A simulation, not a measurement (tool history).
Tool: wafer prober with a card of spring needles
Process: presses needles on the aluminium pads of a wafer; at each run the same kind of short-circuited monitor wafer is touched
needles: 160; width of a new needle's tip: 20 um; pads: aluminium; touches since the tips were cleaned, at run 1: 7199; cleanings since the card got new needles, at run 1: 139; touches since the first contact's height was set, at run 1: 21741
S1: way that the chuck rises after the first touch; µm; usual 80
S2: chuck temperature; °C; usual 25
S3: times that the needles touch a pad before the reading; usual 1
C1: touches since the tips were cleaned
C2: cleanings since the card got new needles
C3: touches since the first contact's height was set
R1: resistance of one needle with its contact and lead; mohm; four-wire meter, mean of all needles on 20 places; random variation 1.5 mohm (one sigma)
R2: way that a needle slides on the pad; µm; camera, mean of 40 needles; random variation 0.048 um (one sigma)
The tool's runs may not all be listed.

| run | hour | S1 | S2 | S3 | C1 | C2 | C3 | R1 | R2 |
|---|---|---|---|---|---|---|---|---|---|
| 1 | 0 | 80 | 25 | 1 | 7199 | 139 | 21741 | 177 | 20.98 |
|  | 3.9 | tips cleaned on abrasive film |
|  | 22.7 | tips cleaned on abrasive film |
|  | 41.2 | tips cleaned on abrasive film |
| 2 | 49.8 | 80 | 25 | 1 | 4784 | 142 | 49139 | 172 | 20.8 |
|  | 57.4 | tips cleaned on abrasive film |
|  | 72.6 | tips cleaned on abrasive film |
|  | 87.7 | tips cleaned on abrasive film |
| 3 | 90.2 | 80 | 25 | 1 | 1378 | 145 | 71291 | 153 | 20.93 |
|  | 104.8 | tips cleaned on abrasive film |
|  | 123.7 | tips cleaned on abrasive film |
| 4 | 128.3 | 80 | 39 | 1 | 2552 | 147 | 92266 | 156 | 20.74 |
|  | 139.6 | tips cleaned on abrasive film |
|  | 158 | tips cleaned on abrasive film |
| 5 | 171.7 | 80 | 39 | 1 | 7553 | 149 | 116168 | 181 | 20.66 |
|  | 175.5 | tips cleaned on abrasive film |
|  | 194.4 | tips cleaned on abrasive film |
| 6 | 206.7 | 80 | 39 | 1 | 6803 | 151 | 135433 | 177 | 20.66 |
|  | 210.6 | tips cleaned on abrasive film |
|  | 225.7 | tips cleaned on abrasive film |
|  | 244.3 | tips cleaned on abrasive film |
|  | 259.4 | tips cleaned on abrasive film |
| 7 | 260.6 | 80 | 25 | 1 | 662 | 155 | 165018 | 143 | 20.62 |
|  | 275.7 | tips cleaned on abrasive film |
|  | 290.8 | tips cleaned on abrasive film |
|  | 308.6 | tips cleaned on abrasive film |
|  | 327 | tips cleaned on abrasive film |
| 8 | 335.2 | 80 | 25 | 1 | 4545 | 159 | 206079 | 166 | 20.62 |
|  | 339.3 | height of the first contact set anew |
|  | 343.1 | tips cleaned on abrasive film |
|  | 361.6 | tips cleaned on abrasive film |
|  | 380.3 | tips cleaned on abrasive film |
|  | 399.2 | tips cleaned on abrasive film |
| 9 | 399.6 | 80 | 25 | 1 | 216 | 163 | 33156 | 141 | 20.37 |
|  | 418 | tips cleaned on abrasive film |
|  | 433.2 | tips cleaned on abrasive film |
|  | 451.7 | tips cleaned on abrasive film |
| 10 | 454.8 | 80 | 25 | 1 | 1697 | 166 | 63517 | 154 | 20.35 |
|  | 469.9 | tips cleaned on abrasive film |
|  | 485 | tips cleaned on abrasive film |
| 11 | 489.2 | 80 | 25 | 1 | 2320 | 168 | 82457 | 156 | 20.24 |
|  | 503.8 | tips cleaned on abrasive film |
|  | 521.8 | tips cleaned on abrasive film |
| 12 | 531.8 | 91 | 25 | 1 | 5531 | 170 | 105907 | 163 | 23.06 |
|  | 539.4 | tips cleaned on abrasive film |
|  | 554.5 | tips cleaned on abrasive film |
| 13 | 565.6 | 67 | 27 | 1 | 6126 | 172 | 124497 | 199 | 16.74 |
|  | 569.7 | height of the first contact set anew, once more |
|  | 573.5 | tips cleaned on abrasive film |
|  | 592.4 | tips cleaned on abrasive film |
| 14 | 601.4 | 67 | 27 | 1 | 5011 | 174 | 17476 | 186 | 17.52 |
|  | 609.1 | tips cleaned on abrasive film |
|  | 624.2 | tips cleaned on abrasive film |
|  | 639.3 | tips cleaned on abrasive film |
|  | 658.1 | tips cleaned on abrasive film |
| 15 | 663.9 | 98 | 84 | 1 | 3163 | 178 | 51781 | 162 | 25.5 |
|  | 675.1 | tips cleaned on abrasive film |
|  | 694 | tips cleaned on abrasive film |
|  | 712.9 | tips cleaned on abrasive film |
| 16 | 725.9 | 98 | 84 | 1 | 7194 | 181 | 85932 | 168 | 25.47 |
|  | 729.7 | tips cleaned on abrasive film |
|  | 748.6 | tips cleaned on abrasive film |
|  | 767.1 | tips cleaned on abrasive film |
|  | 782.2 | tips cleaned on abrasive film |
| 17 | 792.5 | 98 | 84 | 1 | 5703 | 185 | 122559 | 168 | 25.43 |
|  | 800 | tips cleaned on abrasive film |
|  | 815.1 | tips cleaned on abrasive film |
|  | 830.2 | tips cleaned on abrasive film |
|  | 845.3 | tips cleaned on abrasive film |
| 18 | 848.5 | 97 | 38 | 1 | 1733 | 189 | 153301 | 145 | 25.03 |
|  | 863.4 | tips cleaned on abrasive film |
|  | 878.5 | tips cleaned on abrasive film |
|  | 893.7 | tips cleaned on abrasive film |
|  | 912.1 | tips cleaned on abrasive film |
| 19 | 921.3 | 97 | 38 | 1 | 5097 | 193 | 193362 | 162 | 25.08 |
|  | 928.9 | tips cleaned on abrasive film |
|  | 947.2 | tips cleaned on abrasive film |
|  | 950.8 | height of the first contact set anew |
|  | 965.8 | tips cleaned on abrasive film |
| 20 | 965.8 | 97 | 38 | 1 | 0 | 196 | 8261 | 138 | 25.28 |
|  | 981 | tips cleaned on abrasive film |
|  | 999.6 | tips cleaned on abrasive film |
|  | 1014.7 | tips cleaned on abrasive film |
| 21 | 1024.4 | 80 | 116 | 1 | 5388 | 199 | 40497 | 185 | 20.81 |

5 ways to go on from here, each from the tool as it stands after run 21. What would each give?
|  | 1032 | tips cleaned on abrasive film |
|  | 1050.3 | tips cleaned on abrasive film |
|  | 1068.5 | tips cleaned on abrasive film |
|  | 1087.4 | tips cleaned on abrasive film |
| A | 1092.7 | 85 | 116 | 2 | 2917 | 203 | 78027 | ? | ? |
|  | 1032 | tips cleaned on abrasive film |
|  | 1050.3 | tips cleaned on abrasive film |
|  | 1068.5 | tips cleaned on abrasive film |
|  | 1087.4 | tips cleaned on abrasive film |
| B | 1092.7 | 87 | 44 | 3 | 2917 | 203 | 78027 | ? | ? |
|  | 1032 | tips cleaned on abrasive film |
|  | 1050.3 | tips cleaned on abrasive film |
|  | 1068.5 | tips cleaned on abrasive film |
|  | 1087.4 | tips cleaned on abrasive film |
| C | 1092.7 | 69 | 53 | 1 | 2917 | 203 | 78027 | ? | ? |
|  | 1032 | tips cleaned on abrasive film |
|  | 1050.3 | tips cleaned on abrasive film |
|  | 1068.5 | tips cleaned on abrasive film |
|  | 1087.4 | tips cleaned on abrasive film |
| D | 1092.7 | 90 | 25 | 1 | 2917 | 203 | 78027 | ? | ? |
|  | 1032 | tips cleaned on abrasive film |
|  | 1050.3 | tips cleaned on abrasive film |
|  | 1068.5 | tips cleaned on abrasive film |
|  | 1087.4 | tips cleaned on abrasive film |
| E | 1092.7 | 80 | 62 | 1 | 2917 | 203 | 78027 | ? | ? |

| run | R1 | R2 |
|---|---|---|
| A | 161 | 22.09 |
| B | 146 | 22.69 |
| C | 174 | 17.92 |
| D | 152 | 23.45 |
| E | 170 | 20.88 |
Without the tool's hidden state the same runs would have given:
| run | R1 | R2 |
|---|---|---|
| A | 146 | 22.21 |
| B | 136 | 22.81 |
| C | 138 | 18.04 |
| D | 128 | 23.56 |
| E | 142 | 20.99 |
